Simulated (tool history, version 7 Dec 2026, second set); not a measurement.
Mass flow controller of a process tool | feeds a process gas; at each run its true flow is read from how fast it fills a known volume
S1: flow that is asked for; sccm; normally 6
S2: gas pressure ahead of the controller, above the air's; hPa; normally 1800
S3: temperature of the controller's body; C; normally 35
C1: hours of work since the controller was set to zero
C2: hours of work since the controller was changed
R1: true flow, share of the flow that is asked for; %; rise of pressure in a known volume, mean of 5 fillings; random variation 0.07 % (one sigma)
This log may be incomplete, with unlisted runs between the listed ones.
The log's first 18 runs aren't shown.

Run 19, hour 2791.1: usual settings but S3 32 C; C1 2227; C2 2227. Result: R1 98.46 %.
Run 20, hour 3005.3: usual settings but S3 32 C; C1 2372; C2 2372. Result: R1 98.57 %.
Run 21, hour 3263.9: usual settings; C1 2547; C2 2547. Result: R1 98.46 %.
Run 22, hour 3453.4: usual settings but S2 1940 hPa, S3 37 C; C1 2675; C2 2675. Result: R1 98.38 %.
Run 23, hour 3632.3: usual settings but S1 2 sccm, S3 22 C; C1 2796; C2 2796. Result: R1 98.45 %.
Run 24, hour 3788: usual settings but S1 8 sccm, S2 2410 hPa, S3 33 C; C1 2901; C2 2901. Result: R1 98.62 %.
Run 25, hour 3936.3: usual settings but S1 5 sccm, S3 36 C; C1 3002; C2 3002. Result: R1 98.4 %.
Run 26, hour 4180.3: usual settings but S1 5 sccm, S3 36 C; C1 3167; C2 3167. Result: R1 98.51 %.
Run 27, hour 4410.7: usual settings but S2 1630 hPa, S3 24 C; C1 3322; C2 3322. Result: R1 99.35 %.
Run 28, hour 4662.5: usual settings but S1 8 sccm, S3 39 C; C1 3493; C2 3493. Result: R1 98.87 %.
Run 29, hour 4850.3: usual settings but S1 16 sccm, S2 1640 hPa; C1 3620; C2 3620. Result: R1 100.38 %.
Run 30, hour 5064.5: usual settings but S1 4 sccm, S2 1640 hPa, S3 37 C; C1 3764; C2 3764. Result: R1 98.63 %.
Run 31, hour 5253.4: usual settings but S1 4 sccm, S2 1640 hPa, S3 37 C; C1 3892; C2 3892. Result: R1 98.7 %.
Run 32, hour 5359.2: usual settings but S1 12 sccm, S2 1870 hPa; C1 3964; C2 3964. Result: R1 99.89 %.
Run 33, hour 5529.8: usual settings but S1 2 sccm, S2 2000 hPa, S3 24 C; C1 4079; C2 4079. Result: R1 98.8 %.
Run 34, hour 5655.3: usual settings but S1 2 sccm, S2 2000 hPa, S3 24 C; C1 4164; C2 4164. Result: R1 98.74 %.
Run 35, hour 5900: usual settings but S1 5 sccm, S2 2580 hPa; C1 4329; C2 4329. Result: R1 98.51 %.
Run 36, hour 6061.4: usual settings but S2 2270 hPa, S3 24 C; C1 4438; C2 4438. Result: R1 99.23 %.
Run 37, hour 6238.6: usual settings but S1 12 sccm, S2 1730 hPa, S3 28 C; C1 4558; C2 4558. Result: R1 100.45 %.
Run 38, hour 6365: usual settings but S1 12 sccm, S2 1730 hPa, S3 28 C; C1 4644; C2 4644. Result: R1 100.44 %.
Run 39, hour 6551.7: usual settings but S1 12 sccm, S2 1730 hPa, S3 28 C; C1 4770; C2 4770. Result: R1 100.54 %.
Run 40, hour 6697.2: usual settings but S1 3 sccm, S2 1520 hPa, S3 33 C; C1 4868; C2 4868. Result: R1 99.09 %.
At hour 6745.2: gauge calibrated.
Run 41, hour 6946.5: usual settings but S1 3 sccm, S2 1520 hPa, S3 33 C; C1 5037; C2 5037. Result: R1 97.51 %.
Run 42, hour 7129.5: usual settings but S1 3 sccm, S2 1520 hPa; C1 5161; C2 5161. Result: R1 97.39 %.

What if the next run were any one of these 4? Each begins from the tool's condition after run 42:
Run A, hour 7357.5: usual settings but S1 13 sccm, S2 2120 hPa, S3 24 C; C1 5315; C2 5315. Result: R1 ?.
Run B, hour 7357.5: usual settings but S1 12 sccm, S3 31 C; C1 5315; C2 5315. Result: R1 ?.
Run C, hour 7357.5: usual settings but S1 4 sccm, S2 1980 hPa, S3 25 C; C1 5315; C2 5315. Result: R1 ?.
Run D, hour 7357.5: usual settings but S1 9 sccm, S3 27 C; C1 5315; C2 5315. Result: R1 ?.

run     R1
  A  99.01
  B  98.87
  C  97.76
  D  98.64
Had the tool no hidden state, the same runs would have come out as:
run     R1
  A  98.86
  B  98.72
  C   97.6
  D  98.49
